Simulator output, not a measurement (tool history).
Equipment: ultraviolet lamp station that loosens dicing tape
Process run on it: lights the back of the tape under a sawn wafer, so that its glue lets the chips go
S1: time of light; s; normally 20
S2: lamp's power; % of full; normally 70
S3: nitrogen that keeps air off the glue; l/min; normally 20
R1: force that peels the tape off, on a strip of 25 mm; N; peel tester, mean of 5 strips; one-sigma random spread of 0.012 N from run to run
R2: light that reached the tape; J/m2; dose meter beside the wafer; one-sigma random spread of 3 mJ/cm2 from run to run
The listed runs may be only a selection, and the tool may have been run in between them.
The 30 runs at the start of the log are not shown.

run,hour,S1,S2,S3,R1,R2
31,568.5,32,70,36,0.288,5670
32,595.3,32,73,40,0.253,5840
33,608.7,16,70,8,1.421,2790
34,631.5,20,89,27,0.486,4380
35,654.2,14,93,36,0.697,3190
36,667.2,14,93,36,0.718,3190
37,689.1,27,67,9,0.851,4310
38,701,27,67,9,0.874,4300
39,727.7,27,62,9,0.983,3940
40,754,27,62,9,1.01,3860
41,775.2,11,99,13,1.31,2480
42,790.2,24,70,6,1.179,3800
# hour 817.7: window cleaned of glue's vapour
43,817.9,24,70,6,0.986,4580

What if the next run were any one of these 3? Each begins from the tool's condition after run 43:
A,835.8,24,76,6,?,?
B,835.8,13,67,26,?,?
C,835.8,24,70,28,?,?

run,R1,R2
A,0.912,4910
B,1.121,2380
C,0.468,4480
Had the tool no hidden state, the same runs would have come out as:
run,R1,R2
A,0.745,5720
B,0.944,2770
C,0.367,5220
